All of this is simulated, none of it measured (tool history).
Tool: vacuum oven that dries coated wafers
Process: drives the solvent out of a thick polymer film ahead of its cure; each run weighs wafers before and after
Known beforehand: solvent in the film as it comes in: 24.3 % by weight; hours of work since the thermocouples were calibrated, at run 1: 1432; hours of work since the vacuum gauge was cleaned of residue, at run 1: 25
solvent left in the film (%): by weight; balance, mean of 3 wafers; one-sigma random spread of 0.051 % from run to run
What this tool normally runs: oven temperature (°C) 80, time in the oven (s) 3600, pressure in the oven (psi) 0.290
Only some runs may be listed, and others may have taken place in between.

| run | day | oven temperature (°C) | time in the oven (s) | pressure in the oven (psi) | hours of work since the thermocouples were calibrated | hours of work since the vacuum gauge was cleaned of residue | solvent left in the film (%) |
|---|---|---|---|---|---|---|---|
| 1 | 0.000 | 80 | 3600 | 0.290 | 1432 | 25 | 1.55 |
| 2 | 1.892 | 80 | 3600 | 0.290 | 1459 | 51 | 1.50 |
| 3 | 3.288 | 80 | 3600 | 0.290 | 1478 | 71 | 1.55 |
| 4 | 5.375 | 80 | 3600 | 0.290 | 1508 | 100 | 1.64 |
| 5 | 6.812 | 80 | 3600 | 0.290 | 1528 | 121 | 1.58 |
| 6 | 8.458 | 80 | 3600 | 0.290 | 1551 | 144 | 1.45 |
| 7 | 11.342 | 80 | 3600 | 0.999 | 1592 | 185 | 3.99 |
| 8 | 12.896 | 80 | 3600 | 0.999 | 1614 | 207 | 3.96 |
| 9 | 14.529 | 80 | 3600 | 0.999 | 1637 | 230 | 4.00 |
| 10 | 17.221 | 80 | 3600 | 0.290 | 1675 | 267 | 1.57 |
|  | 17.454 | oven's thermocouples calibrated |
| 11 | 20.021 | 87 | 4080 | 0.490 | 36 | 306 | 1.33 |

Estimate the outcome of run 12 from the log above:
| 12 | 21.829 | 85 | 1980 | 0.379 | 62 | 331 | ? |

Run 12 came out at solvent left in the film (%) 2.14.
Take away the tool's hidden state, keep the run-to-run variation as it was, and the same run would have given solvent left in the film (%) 3.32.

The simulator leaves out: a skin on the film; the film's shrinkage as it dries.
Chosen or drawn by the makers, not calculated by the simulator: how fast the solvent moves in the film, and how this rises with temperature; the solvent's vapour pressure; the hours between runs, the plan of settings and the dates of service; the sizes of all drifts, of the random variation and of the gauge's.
